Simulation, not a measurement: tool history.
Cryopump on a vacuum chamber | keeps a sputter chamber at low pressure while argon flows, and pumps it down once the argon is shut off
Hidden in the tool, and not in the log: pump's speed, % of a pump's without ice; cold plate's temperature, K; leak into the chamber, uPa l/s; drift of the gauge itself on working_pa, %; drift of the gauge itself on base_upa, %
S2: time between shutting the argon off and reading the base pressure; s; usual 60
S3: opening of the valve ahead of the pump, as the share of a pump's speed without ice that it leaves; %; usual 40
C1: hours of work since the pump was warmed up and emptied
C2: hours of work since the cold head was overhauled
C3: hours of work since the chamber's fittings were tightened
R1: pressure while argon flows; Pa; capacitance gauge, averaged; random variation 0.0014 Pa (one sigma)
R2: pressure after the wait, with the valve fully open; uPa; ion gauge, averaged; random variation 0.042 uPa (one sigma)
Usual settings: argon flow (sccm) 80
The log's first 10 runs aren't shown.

Run 11, hour 750.9: usual settings but S3 50 %; C1 135; C2 2335; C3 2676. Result: R1 0.2802 Pa, R2 5.16 uPa.
Run 12, hour 840.1: usual settings but S3 50 %; C1 202; C2 2401; C3 2742. Result: R1 0.2859 Pa, R2 5.25 uPa.
Run 13, hour 936.5: usual settings; C1 273; C2 2473; C3 2814. Result: R1 0.3632 Pa, R2 5.69 uPa.
Run 14, hour 1038.5: usual settings; C1 349; C2 2549; C3 2890. Result: R1 0.3727 Pa, R2 5.98 uPa.
Run 15, hour 1098.0: usual settings; C1 393; C2 2593; C3 2934. Result: R1 0.3835 Pa, R2 6.14 uPa.
At hour 1120.5: pump warmed up, emptied and cooled again.
Run 16, hour 1154.9: usual settings; C1 26; C2 2631; C3 2972. Result: R1 0.3311 Pa, R2 5.07 uPa.
Run 17, hour 1232.5: usual settings; C1 83; C2 2689; C3 3030. Result: R1 0.3389 Pa, R2 5.46 uPa.
Run 18, hour 1301.9: usual settings but argon flow (sccm) 70, S2 55 s, S3 45 %; C1 135; C2 2741; C3 3082. Result: R1 0.2706 Pa, R2 5.81 uPa.
Run 19, hour 1391.5: usual settings but argon flow (sccm) 43, S2 55 s, S3 18 %; C1 201; C2 2807; C3 3148. Result: R1 0.4032 Pa, R2 5.91 uPa.
Run 20, hour 1503.5: usual settings but argon flow (sccm) 43, S2 55 s, S3 18 %; C1 284; C2 2890; C3 3231. Result: R1 0.4129 Pa, R2 6.16 uPa.
Run 21, hour 1560.3: usual settings but argon flow (sccm) 52, S2 38 s, S3 34 %; C1 327; C2 2932; C3 3274. Result: R1 0.2763 Pa, R2 7.46 uPa.
Run 22, hour 1644.5: usual settings but argon flow (sccm) 112, S2 91 s, S3 23 %; C1 389; C2 2995; C3 3336. Result: R1 0.8769 Pa, R2 5.92 uPa.
At hour 1670.1: pump warmed up, emptied and cooled again.
Run 23, hour 1746.5: usual settings but argon flow (sccm) 98, S2 51 s, S3 23 %; C1 57; C2 3067; C3 3408. Result: R1 0.7085 Pa, R2 6.00 uPa.
Run 24, hour 1813.1: usual settings but argon flow (sccm) 36, S2 25 s, S3 42 %; C1 106; C2 3117; C3 3458. Result: R1 0.1462 Pa, R2 8.62 uPa.
Run 25, hour 1864.2: usual settings but argon flow (sccm) 36, S2 51 s, S3 42 %; C1 144; C2 3154; C3 3496. Result: R1 0.1496 Pa, R2 6.31 uPa.
Run 26, hour 1930.1: usual settings but argon flow (sccm) 61, S2 58 s, S3 17 %; C1 193; C2 3203; C3 3545. Result: R1 0.6072 Pa, R2 6.17 uPa.
At hour 1942.7: leaking fittings of the chamber tightened, without venting.
Run 27, hour 2011.2: usual settings but argon flow (sccm) 46, S2 58 s, S3 21 %; C1 252; C2 3262; C3 51. Result: R1 0.3787 Pa, R2 2.69 uPa.

The next listed run, before its measurement:
Run 28, hour 2119.1: usual settings but argon flow (sccm) 46, S2 58 s, S3 21 %; C1 332; C2 3342; C3 131. Result: R1 ?, R2 ?.

{"run 28": {"R1": 0.3836, "R2": 2.8}}
Without the tool's hidden state the same run would have given R1 0.3588 Pa, R2 2.54 uPa.

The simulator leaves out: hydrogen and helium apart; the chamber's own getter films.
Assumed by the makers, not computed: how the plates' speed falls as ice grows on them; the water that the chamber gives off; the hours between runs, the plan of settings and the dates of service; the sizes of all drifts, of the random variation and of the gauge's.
